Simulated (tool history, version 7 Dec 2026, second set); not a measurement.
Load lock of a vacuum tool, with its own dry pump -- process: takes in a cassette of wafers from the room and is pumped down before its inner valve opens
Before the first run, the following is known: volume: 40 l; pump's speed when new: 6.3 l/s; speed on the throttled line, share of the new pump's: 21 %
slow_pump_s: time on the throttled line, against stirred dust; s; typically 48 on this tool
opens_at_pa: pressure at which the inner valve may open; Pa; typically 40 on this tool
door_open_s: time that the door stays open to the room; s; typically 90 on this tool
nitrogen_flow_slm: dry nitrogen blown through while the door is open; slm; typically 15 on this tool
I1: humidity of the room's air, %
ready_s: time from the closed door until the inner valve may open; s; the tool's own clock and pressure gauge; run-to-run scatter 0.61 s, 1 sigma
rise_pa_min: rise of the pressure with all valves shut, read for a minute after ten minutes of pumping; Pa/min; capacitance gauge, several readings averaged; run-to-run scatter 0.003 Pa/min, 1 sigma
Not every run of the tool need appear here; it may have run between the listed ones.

run 1 hour=0.0 | slow_pump_s=48 opens_at_pa=40 door_open_s=90 nitrogen_flow_slm=15 | I1=44.4 | ready_s=94.8 rise_pa_min=0.062
run 2 hour=71.6 | slow_pump_s=48 opens_at_pa=40 door_open_s=90 nitrogen_flow_slm=12 | I1=47.1 | ready_s=95.5 rise_pa_min=0.067
run 3 hour=149.3 | slow_pump_s=48 opens_at_pa=40 door_open_s=30 nitrogen_flow_slm=15 | I1=46.1 | ready_s=95.6 rise_pa_min=0.033
run 4 hour=241.7 | slow_pump_s=48 opens_at_pa=40 door_open_s=30 nitrogen_flow_slm=15 | I1=44.4 | ready_s=94.7 rise_pa_min=0.038
run 5 hour=288.9 | slow_pump_s=59 opens_at_pa=40 door_open_s=30 nitrogen_flow_slm=15 | I1=41.5 | ready_s=103.3 rise_pa_min=0.026
run 6 hour=385.9 | slow_pump_s=59 opens_at_pa=40 door_open_s=30 nitrogen_flow_slm=15 | I1=45.6 | ready_s=102.4 rise_pa_min=0.033
run 7 hour=481.3 | slow_pump_s=48 opens_at_pa=40 door_open_s=90 nitrogen_flow_slm=11 | I1=40.4 | ready_s=94.8 rise_pa_min=0.057
run 8 hour=559.0 | slow_pump_s=48 opens_at_pa=40 door_open_s=90 nitrogen_flow_slm=11 | I1=43.7 | ready_s=95.9 rise_pa_min=0.064
run 9 hour=636.9 | slow_pump_s=48 opens_at_pa=40 door_open_s=90 nitrogen_flow_slm=11 | I1=46.4 | ready_s=96.8 rise_pa_min=0.070
run 10 hour=718.3 | slow_pump_s=48 opens_at_pa=40 door_open_s=90 nitrogen_flow_slm=15 | I1=46.1 | ready_s=96.3 rise_pa_min=0.063
run 11 hour=790.9 | slow_pump_s=48 opens_at_pa=40 door_open_s=90 nitrogen_flow_slm=15 | I1=48.8 | ready_s=95.0 rise_pa_min=0.066
run 12 hour=833.0 | slow_pump_s=48 opens_at_pa=40 door_open_s=90 nitrogen_flow_slm=15 | I1=43.6 | ready_s=97.5 rise_pa_min=0.059
run 13 hour=891.7 | slow_pump_s=48 opens_at_pa=40 door_open_s=90 nitrogen_flow_slm=15 | I1=45.7 | ready_s=95.2 rise_pa_min=0.059
run 14 hour=990.6 | slow_pump_s=48 opens_at_pa=40 door_open_s=90 nitrogen_flow_slm=15 | I1=42.7 | ready_s=97.0 rise_pa_min=0.060
run 15 hour=1076.6 | slow_pump_s=60 opens_at_pa=40 door_open_s=90 nitrogen_flow_slm=15 | I1=46.3 | ready_s=104.3 rise_pa_min=0.067
run 16 hour=1134.6 | slow_pump_s=50 opens_at_pa=40 door_open_s=90 nitrogen_flow_slm=15 | I1=45.4 | ready_s=97.5 rise_pa_min=0.060
run 17 hour=1192.6 | slow_pump_s=48 opens_at_pa=40 door_open_s=90 nitrogen_flow_slm=15 | I1=47.5 | ready_s=95.8 rise_pa_min=0.068
run 18 hour=1265.0 | slow_pump_s=48 opens_at_pa=40 door_open_s=90 nitrogen_flow_slm=15 | I1=47.6 | ready_s=96.1 rise_pa_min=0.063
run 19 hour=1346.3 | slow_pump_s=48 opens_at_pa=40 door_open_s=90 nitrogen_flow_slm=15 | I1=49.4 | ready_s=95.4 rise_pa_min=0.073
run 20 hour=1388.2 | slow_pump_s=48 opens_at_pa=40 door_open_s=83 nitrogen_flow_slm=5 | I1=43.1 | ready_s=95.4 rise_pa_min=0.076
run 21 hour=1464.0 | slow_pump_s=48 opens_at_pa=73 door_open_s=48 nitrogen_flow_slm=16 | I1=43.8 | ready_s=91.9 rise_pa_min=0.044
run 22 hour=1563.8 | slow_pump_s=48 opens_at_pa=73 door_open_s=48 nitrogen_flow_slm=16 | I1=46.0 | ready_s=91.8 rise_pa_min=0.050
run 23 hour=1619.8 | slow_pump_s=48 opens_at_pa=40 door_open_s=35 nitrogen_flow_slm=15 | I1=44.8 | ready_s=96.0 rise_pa_min=0.044
run 24 hour=1671.2 | slow_pump_s=48 opens_at_pa=40 door_open_s=35 nitrogen_flow_slm=15 | I1=44.0 | ready_s=96.8 rise_pa_min=0.039
run 25 hour=1765.4 | slow_pump_s=48 opens_at_pa=40 door_open_s=35 nitrogen_flow_slm=15 | I1=41.4 | ready_s=97.6 rise_pa_min=0.044
run 26 hour=1837.8 | slow_pump_s=48 opens_at_pa=31 door_open_s=35 nitrogen_flow_slm=19 | I1=49.3 | ready_s=98.7 rise_pa_min=0.040
run 27 hour=1889.4 | slow_pump_s=48 opens_at_pa=42 door_open_s=90 nitrogen_flow_slm=15 | I1=39.3 | ready_s=96.6 rise_pa_min=0.060
run 28 hour=1988.7 | slow_pump_s=35 opens_at_pa=42 door_open_s=45 nitrogen_flow_slm=15 | I1=42.5 | ready_s=86.6 rise_pa_min=0.046
run 29 hour=2073.9 | slow_pump_s=48 opens_at_pa=40 door_open_s=152 nitrogen_flow_slm=10 | I1=47.3 | ready_s=97.1 rise_pa_min=0.103
run 30 hour=2124.6 | slow_pump_s=96 opens_at_pa=59 door_open_s=119 nitrogen_flow_slm=30 | I1=44.9 | ready_s=129.7 rise_pa_min=0.064
run 31 hour=2204.2 | slow_pump_s=96 opens_at_pa=59 door_open_s=55 nitrogen_flow_slm=8 | I1=46.2 | ready_s=130.9 rise_pa_min=0.064
run 32 hour=2281.6 | slow_pump_s=90 opens_at_pa=59 door_open_s=32 nitrogen_flow_slm=8 | I1=41.9 | ready_s=125.0 rise_pa_min=0.045
run 33 hour=2329.3 | slow_pump_s=34 opens_at_pa=73 door_open_s=35 nitrogen_flow_slm=15 | I1=44.7 | ready_s=80.8 rise_pa_min=0.045
run 34 hour=2426.5 | slow_pump_s=33 opens_at_pa=29 door_open_s=35 nitrogen_flow_slm=19 | I1=45.1 | ready_s=88.2 rise_pa_min=0.046
run 35 hour=2468.4 | slow_pump_s=33 opens_at_pa=29 door_open_s=35 nitrogen_flow_slm=19 | I1=44.5 | ready_s=88.1 rise_pa_min=0.047
run 36 hour=2510.9 | slow_pump_s=25 opens_at_pa=34 door_open_s=35 nitrogen_flow_slm=19 | I1=46.1 | ready_s=81.1 rise_pa_min=0.045
run 37 hour=2576.8 | slow_pump_s=95 opens_at_pa=75 door_open_s=26 nitrogen_flow_slm=7 | I1=43.8 | ready_s=125.7 rise_pa_min=0.051
run 38 hour=2644.4 | slow_pump_s=95 opens_at_pa=75 door_open_s=26 nitrogen_flow_slm=7 | I1=44.3 | ready_s=126.8 rise_pa_min=0.041

Alternative continuations, all from the tool just after run 38; predict every row:
run A hour=2723.9 | slow_pump_s=39 opens_at_pa=33 door_open_s=90 nitrogen_flow_slm=10 | I1=46.4 | ready_s=? rise_pa_min=?
run B hour=2723.9 | slow_pump_s=95 opens_at_pa=29 door_open_s=40 nitrogen_flow_slm=7 | I1=44.5 | ready_s=? rise_pa_min=?
run C hour=2723.9 | slow_pump_s=48 opens_at_pa=40 door_open_s=90 nitrogen_flow_slm=15 | I1=44.0 | ready_s=? rise_pa_min=?

run=A ready_s=92.7 rise_pa_min=0.078
run=B ready_s=135.1 rise_pa_min=0.057
run=C ready_s=97.0 rise_pa_min=0.071
Stripped of hidden state, with their random variation kept, the same runs would have yielded:
run=A ready_s=83.1 rise_pa_min=0.065
run=B ready_s=127.9 rise_pa_min=0.044
run=C ready_s=88.2 rise_pa_min=0.057
